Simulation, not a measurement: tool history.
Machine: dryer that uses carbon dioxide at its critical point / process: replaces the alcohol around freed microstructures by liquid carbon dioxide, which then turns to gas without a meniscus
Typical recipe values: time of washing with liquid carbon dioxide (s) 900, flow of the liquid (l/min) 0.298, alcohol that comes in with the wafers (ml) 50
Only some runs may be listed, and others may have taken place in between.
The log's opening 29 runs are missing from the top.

run	day	time of washing with liquid carbon dioxide (s)	flow of the liquid (l/min)	alcohol that comes in with the wafers (ml)	hours of work since the filter was changed	hours of work since the purifier's bed was changed	alcohol left in the vessel before it's heated (ppm by volume)
30	19.292	1200	0.250	23	356	471	88
31	20.096	900	0.297	23	369	484	104
32	20.900	660	0.298	119	382	498	1134
33	21.454	540	0.297	103	391	507	2508
34	22.083	540	0.297	103	402	517	2555
35	22.929	1020	0.338	33	416	531	90
36	23.325	600	0.184	36	422	538	3529
37	23.971	600	0.184	29	433	548	2894
38	24.879	600	0.184	29	448	563	2962
39	25.675	540	0.373	50	461	577	526
40	26.108	1320	0.309	27	468	584	92
# day 26.558: inlet filter changed
41	26.992	1320	0.309	27	7	598	101
42	27.875	1320	0.309	27	22	612	92
43	28.621	1320	0.309	76	34	625	99
44	29.467	1320	0.309	76	48	639	103
45	30.208	1320	0.309	76	60	651	101
46	30.733	1200	0.298	50	69	660	103

4 options for the next run, each taken on its own from the tool as it stands now. Forecast them:
A	31.479	1200	0.298	53	81	672	?
B	31.479	900	0.377	33	81	672	?
C	31.479	1200	0.336	47	81	672	?
D	31.479	900	0.298	20	81	672	?

run	alcohol left in the vessel before it's heated (ppm by volume)
A	103
B	106
C	121
D	119
Had the tool no hidden state, the same runs would have come out as:
run	alcohol left in the vessel before it's heated (ppm by volume)
A	3
B	4
C	21
D	17
